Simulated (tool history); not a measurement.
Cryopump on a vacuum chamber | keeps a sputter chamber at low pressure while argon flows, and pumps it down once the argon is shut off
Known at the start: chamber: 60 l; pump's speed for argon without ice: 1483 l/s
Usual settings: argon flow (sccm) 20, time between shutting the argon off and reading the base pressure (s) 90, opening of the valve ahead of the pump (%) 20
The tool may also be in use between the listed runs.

run,hour,argon flow (sccm),time between shutting the argon off and reading the base pressure (s),opening of the valve ahead of the pump (%),pressure while argon flows (Pa),pressure after the wait (uPa)
1,0.0,20,90,20,0.1141,0.87
2,18.2,20,90,20,0.1154,0.91
3,40.5,20,90,20,0.1149,0.90
4,68.9,17,90,20,0.0983,0.88
5,99.2,20,90,20,0.1152,0.92
6,121.9,20,90,20,0.1153,0.95
7,146.8,20,90,20,0.1143,0.94
8,170.4,20,90,20,0.1157,0.91
9,184.1,20,90,20,0.1151,0.89
10,210.7,20,90,36,0.0647,0.95
11,234.0,20,90,36,0.0651,0.98
12,255.3,20,90,46,0.0501,0.96
13,268.9,20,90,20,0.1158,0.97
14,287.2,20,90,20,0.1157,0.96
15,311.3,20,90,20,0.1155,0.98
16,332.2,20,90,20,0.1140,0.95
17,359.7,20,90,20,0.1148,1.02
18,386.4,12,193,41,0.0339,0.82
19,402.5,10,128,48,0.0243,0.97
20,416.3,10,128,48,0.0245,0.88
21,436.8,20,36,20,0.1144,1.50
22,455.8,18,48,28,0.0750,1.28
23,480.0,13,85,24,0.0627,1.00
24,506.1,13,143,24,0.0637,0.87
25,531.6,13,46,24,0.0621,1.27
26,549.8,13,46,24,0.0632,1.34
27,571.9,13,46,24,0.0622,1.38
28,589.2,25,226,21,0.1385,0.82
29,602.4,25,226,21,0.1387,0.85
30,619.5,25,226,21,0.1367,0.88
31,639.3,9,165,17,0.0618,0.93
32,662.2,15,90,38,0.0464,1.06
33,682.2,15,90,38,0.0466,1.11
34,699.3,11,194,60,0.0217,0.91

Forecast each of these 5 alternatives for the next run:
A,722.0,16,194,45,?,?
B,722.0,20,245,20,?,?
C,722.0,34,287,17,?,?
D,722.0,11,67,28,?,?
E,722.0,35,26,60,?,?

run,pressure while argon flows (Pa),pressure after the wait (uPa)
A,0.0427,0.91
B,0.1173,0.88
C,0.2309,0.87
D,0.0454,1.17
E,0.0698,1.86
Without the tool's hidden state the same runs would have given:
run,pressure while argon flows (Pa),pressure after the wait (uPa)
A,0.0408,0.36
B,0.1149,0.32
C,0.2269,0.31
D,0.0441,0.61
E,0.0657,1.29
